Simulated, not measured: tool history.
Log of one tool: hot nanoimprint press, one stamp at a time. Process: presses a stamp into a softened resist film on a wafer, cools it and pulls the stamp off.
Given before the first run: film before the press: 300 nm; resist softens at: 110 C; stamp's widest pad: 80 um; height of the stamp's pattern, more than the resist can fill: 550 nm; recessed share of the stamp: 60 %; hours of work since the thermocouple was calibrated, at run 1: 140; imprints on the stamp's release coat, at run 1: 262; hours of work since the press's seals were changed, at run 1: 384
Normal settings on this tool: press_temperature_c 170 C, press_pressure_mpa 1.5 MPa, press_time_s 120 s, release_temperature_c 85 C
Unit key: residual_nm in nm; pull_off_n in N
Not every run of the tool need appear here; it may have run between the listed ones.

| run | hour | press_temperature_c | press_pressure_mpa | press_time_s | release_temperature_c | hours of work since the thermocouple was calibrated | imprints on the stamp's release coat | hours of work since the press's seals were changed | residual_nm | pull_off_n |
|---|---|---|---|---|---|---|---|---|---|---|
| 1 | 0 | 170 | 1.5 | 120 | 85 | 140 | 262 | 384 | 178.5 | 205 |
| 2 | 22.9 | 170 | 1.5 | 162 | 85 | 154 | 348 | 398 | 163.9 | 206 |
| 3 | 39 | 170 | 1.5 | 162 | 85 | 163 | 408 | 407 | 164.1 | 202 |
| 4 | 60.3 | 170 | 1.5 | 120 | 85 | 176 | 488 | 420 | 176.8 | 205 |
| 5 | 87 | 170 | 1.5 | 120 | 85 | 192 | 588 | 437 | 178.4 | 203 |
| 6 | 102.7 | 170 | 1.5 | 120 | 85 | 202 | 647 | 446 | 175.7 | 201 |
| 7 | 118.4 | 170 | 1.5 | 120 | 85 | 211 | 706 | 456 | 177.3 | 202 |
|  | 136.9 | stamp cleaned and given a new release coat |
| 8 | 150 | 170 | 2.21 | 120 | 85 | 227 | 49 | 471 | 144.6 | 203 |
| 9 | 167.8 | 170 | 2.21 | 120 | 85 | 238 | 115 | 482 | 144.2 | 203 |
| 10 | 186.6 | 174 | 0.99 | 120 | 85 | 249 | 186 | 493 | 189.6 | 202 |
| 11 | 203.5 | 178 | 1.43 | 167 | 78 | 259 | 249 | 503 | 125 | 219 |
| 12 | 223.2 | 178 | 1.43 | 167 | 78 | 271 | 323 | 515 | 124.9 | 223 |
| 13 | 238.4 | 178 | 1.43 | 167 | 78 | 281 | 380 | 525 | 125.6 | 221 |
| 14 | 259.6 | 178 | 1.43 | 167 | 78 | 293 | 459 | 537 | 125.3 | 219 |
| 15 | 275 | 178 | 1.43 | 167 | 78 | 303 | 517 | 547 | 125.7 | 220 |
| 16 | 292.4 | 172 | 1.5 | 142 | 85 | 313 | 582 | 557 | 156.2 | 206 |
| 17 | 311.8 | 170 | 1.5 | 120 | 92 | 325 | 655 | 569 | 174.4 | 185 |
| 18 | 323.1 | 170 | 1.5 | 120 | 92 | 332 | 697 | 576 | 176 | 186 |

What if the next run were any one of these 3? Each begins from the tool's condition after run 18:
|  | 343.7 | stamp cleaned and given a new release coat |
| A | 351.4 | 170 | 1.5 | 63 | 85 | 345 | 28 | 589 | ? | ? |
|  | 343.7 | stamp cleaned and given a new release coat |
| B | 351.4 | 158 | 1.5 | 76 | 81 | 345 | 28 | 589 | ? | ? |
|  | 343.7 | stamp cleaned and given a new release coat |
| C | 351.4 | 159 | 1.5 | 120 | 91 | 345 | 28 | 589 | ? | ? |

| run | residual_nm | pull_off_n |
|---|---|---|
| A | 207 | 205 |
| B | 257.1 | 209 |
| C | 236.2 | 190 |
Without the tool's unlogged condition, the same runs would have read:
| run | residual_nm | pull_off_n |
|---|---|---|
| A | 211.1 | 205 |
| B | 262.1 | 209 |
| C | 241 | 190 |

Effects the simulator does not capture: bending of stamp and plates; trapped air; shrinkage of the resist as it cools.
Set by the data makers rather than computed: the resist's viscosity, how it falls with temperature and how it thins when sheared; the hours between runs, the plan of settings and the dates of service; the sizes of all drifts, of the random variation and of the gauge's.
